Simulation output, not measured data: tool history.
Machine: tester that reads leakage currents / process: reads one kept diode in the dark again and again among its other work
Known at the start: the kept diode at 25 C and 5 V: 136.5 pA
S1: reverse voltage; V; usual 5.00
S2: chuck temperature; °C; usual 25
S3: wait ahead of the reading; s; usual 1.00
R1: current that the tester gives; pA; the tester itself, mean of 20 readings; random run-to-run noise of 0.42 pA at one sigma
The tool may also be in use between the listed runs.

run	day	S1	S2	S3	R1
1	0.000	5.00	25	1.00	135.46
2	2.225	5.00	25	1.00	134.60
3	4.183	5.00	25	3.12	133.44
4	5.858	5.00	25	3.12	133.77
5	7.112	5.00	25	1.00	134.46
6	9.858	5.00	25	1.00	134.04
7	11.696	5.00	34	1.00	301.86
8	14.508	5.00	34	1.00	299.83
9	15.821	5.00	42	1.00	596.97
10	18.029	6.24	58	2.79	2298.26
11	20.875	4.39	21	6.55	86.50
12	23.892	4.39	21	6.55	87.17
13	25.258	5.00	25	0.95	133.43
14	26.854	5.00	52	0.95	1334.30
15	29.542	5.00	52	0.95	1328.29
16	32.358	5.00	52	0.95	1332.39
17	35.408	5.00	52	0.95	1327.48

Alternative continuations, all from the tool just after run 17; predict every row:
A	36.933	1.24	36	5.86	?
B	36.933	1.46	56	0.63	?
C	36.933	15.91	28	1.00	?

run	R1
A	212.35
B	1153.54
C	270.22
Without the tool's unlogged condition, the same runs would have read:
run	R1
A	221.61
B	1200.69
C	278.91
